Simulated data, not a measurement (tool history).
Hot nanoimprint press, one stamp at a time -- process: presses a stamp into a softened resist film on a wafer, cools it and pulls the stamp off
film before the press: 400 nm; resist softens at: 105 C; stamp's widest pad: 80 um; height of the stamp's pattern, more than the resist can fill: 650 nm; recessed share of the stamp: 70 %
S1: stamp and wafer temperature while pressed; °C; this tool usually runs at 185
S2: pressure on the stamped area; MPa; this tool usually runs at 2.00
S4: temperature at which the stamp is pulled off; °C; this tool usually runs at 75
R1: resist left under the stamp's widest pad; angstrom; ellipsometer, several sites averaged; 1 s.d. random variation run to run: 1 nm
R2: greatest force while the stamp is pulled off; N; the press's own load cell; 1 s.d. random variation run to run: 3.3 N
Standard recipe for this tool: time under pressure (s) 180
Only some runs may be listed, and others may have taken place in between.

Run 1, hour 0.0: usual settings. Result: R1 1483 angstrom, R2 161 N.
Run 2, hour 65.6: usual settings but time under pressure (s) 278. Result: R1 1235 angstrom, R2 161 N.
Run 3, hour 137.7: usual settings but S2 2.61 MPa, time under pressure (s) 278. Result: R1 1084 angstrom, R2 164 N.
Run 4, hour 206.5: usual settings but S2 2.61 MPa, time under pressure (s) 278. Result: R1 1087 angstrom, R2 168 N.
Run 5, hour 264.6: usual settings but S2 2.61 MPa, time under pressure (s) 278, S4 66 °C. Result: R1 1060 angstrom, R2 201 N.
At hour 305.1: plate thermocouple calibrated.
Run 6, hour 333.2: usual settings but time under pressure (s) 297. Result: R1 1250 angstrom, R2 184 N.

The next listed run, before its measurement:
Run 7, hour 402.1: usual settings but time under pressure (s) 190, S4 73 °C. Result: R1 ?, R2 ?.

Run 7 measured R1 1512 angstrom, R2 187 N.
If the tool had no hidden condition, the same run with the same run-to-run variation would have returned R1 1483 angstrom, R2 160 N.
